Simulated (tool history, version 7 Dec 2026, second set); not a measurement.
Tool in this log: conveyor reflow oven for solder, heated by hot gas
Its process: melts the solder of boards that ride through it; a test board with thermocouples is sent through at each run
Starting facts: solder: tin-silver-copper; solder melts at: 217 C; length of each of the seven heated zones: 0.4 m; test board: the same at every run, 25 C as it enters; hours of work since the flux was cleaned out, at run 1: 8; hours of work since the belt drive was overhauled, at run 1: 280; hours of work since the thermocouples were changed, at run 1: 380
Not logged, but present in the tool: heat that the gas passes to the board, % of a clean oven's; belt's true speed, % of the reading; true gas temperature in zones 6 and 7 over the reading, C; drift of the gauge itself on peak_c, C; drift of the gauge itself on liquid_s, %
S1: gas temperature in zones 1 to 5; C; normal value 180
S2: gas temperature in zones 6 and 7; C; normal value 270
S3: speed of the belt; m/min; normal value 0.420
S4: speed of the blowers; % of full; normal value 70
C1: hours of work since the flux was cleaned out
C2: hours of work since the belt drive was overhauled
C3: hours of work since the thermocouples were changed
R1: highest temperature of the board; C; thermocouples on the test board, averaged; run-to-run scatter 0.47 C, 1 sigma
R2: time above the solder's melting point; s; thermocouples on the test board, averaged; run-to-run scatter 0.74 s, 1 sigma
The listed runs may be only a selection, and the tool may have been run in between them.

| run | hour | S1 | S2 | S3 | S4 | C1 | C2 | C3 | R1 | R2 |
|---|---|---|---|---|---|---|---|---|---|---|
| 1 | 0.0 | 180 | 270 | 0.420 | 70 | 8 | 280 | 380 | 253.7 | 91.2 |
| 2 | 41.3 | 171 | 270 | 0.420 | 70 | 25 | 296 | 397 | 253.0 | 83.1 |
| 3 | 86.6 | 171 | 270 | 0.420 | 70 | 43 | 315 | 415 | 252.0 | 83.1 |
| 4 | 131.9 | 171 | 270 | 0.420 | 70 | 62 | 333 | 433 | 251.7 | 84.0 |
| 5 | 150.9 | 180 | 270 | 0.420 | 70 | 69 | 341 | 441 | 253.0 | 90.2 |
| 6 | 192.6 | 180 | 270 | 0.420 | 70 | 86 | 358 | 458 | 252.8 | 89.3 |
| 7 | 229.6 | 180 | 270 | 0.420 | 70 | 101 | 373 | 473 | 253.1 | 91.1 |
| 8 | 265.4 | 173 | 270 | 0.420 | 70 | 116 | 387 | 487 | 251.2 | 82.6 |
| 9 | 293.1 | 180 | 270 | 0.420 | 70 | 127 | 398 | 499 | 252.5 | 89.3 |
| 10 | 336.7 | 180 | 270 | 0.408 | 80 | 145 | 416 | 516 | 254.9 | 96.4 |
| 11 | 379.5 | 178 | 284 | 0.489 | 76 | 162 | 434 | 534 | 259.9 | 81.8 |
| 12 | 421.1 | 182 | 266 | 0.410 | 67 | 179 | 450 | 551 | 249.6 | 89.1 |
| 13 | 463.2 | 182 | 266 | 0.410 | 63 | 196 | 467 | 568 | 248.3 | 86.5 |
| 14 | 502.1 | 182 | 266 | 0.410 | 63 | 212 | 483 | 583 | 248.7 | 85.7 |
| 15 | 533.8 | 182 | 266 | 0.410 | 63 | 225 | 496 | 596 | 248.1 | 85.9 |
| 16 | 562.7 | 182 | 266 | 0.410 | 63 | 236 | 508 | 608 | 248.3 | 85.9 |
| 17 | 598.8 | 186 | 272 | 0.410 | 67 | 251 | 522 | 623 | 254.3 | 98.8 |
| 18 | 620.3 | 175 | 278 | 0.410 | 53 | 260 | 531 | 631 | 253.1 | 88.0 |

How would selected steps in R1 from run to run divide? Give the signed amount a tool lacking its hidden state would still show from settings, what came in and random variation, and the signed amount left for the hidden state, including any gauge scatter that is not in both of the compared results.
Run 10 -> 11: S1 180 -> 178, S2 270 -> 284, S3 0.408 -> 0.489, S4 80 -> 76. R1 +5.0 C: hidden state -0.7, all else +5.7.
Run 11 -> 12: S1 178 -> 182, S2 284 -> 266, S3 0.489 -> 0.410, S4 76 -> 67. R1 -10.3 C: hidden state +0.5, all else -10.8.
